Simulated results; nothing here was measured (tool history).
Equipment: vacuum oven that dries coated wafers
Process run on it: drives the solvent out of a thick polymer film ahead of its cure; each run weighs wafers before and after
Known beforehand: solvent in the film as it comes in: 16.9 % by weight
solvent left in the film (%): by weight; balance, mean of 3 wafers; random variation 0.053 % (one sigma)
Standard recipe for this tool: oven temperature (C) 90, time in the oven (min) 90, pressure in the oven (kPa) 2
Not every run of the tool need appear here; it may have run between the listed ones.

run,day,oven temperature (C),time in the oven (min),pressure in the oven (kPa),solvent left in the film (%)
1,0,90,90,2,1.87
2,1.329,90,46,2,3.98
3,2.829,101,90,2,0.79
# day 3.421: oven's thermocouples calibrated
4,4.283,101,90,2,0.8
5,6.167,101,90,2,0.77
6,8.617,101,90,2,0.78
7,10.504,95,157,2.03,0.99
8,11.962,95,157,2.03,0.89
9,14.496,81,50,2.22,6.84
10,16.15,82,53,1.6,5.98

What if the next run were any one of these 3? Each begins from the tool's condition after run 10:
A,17.679,92,93,1.6,?
B,17.679,87,102,1.6,?
C,17.679,95,119,7.89,?

run,solvent left in the film (%)
A,1.29
B,1.96
C,3.75
With the hidden condition removed and each run's random variation left untouched, the same runs would have given:
run,solvent left in the film (%)
A,1.28
B,1.94
C,3.73

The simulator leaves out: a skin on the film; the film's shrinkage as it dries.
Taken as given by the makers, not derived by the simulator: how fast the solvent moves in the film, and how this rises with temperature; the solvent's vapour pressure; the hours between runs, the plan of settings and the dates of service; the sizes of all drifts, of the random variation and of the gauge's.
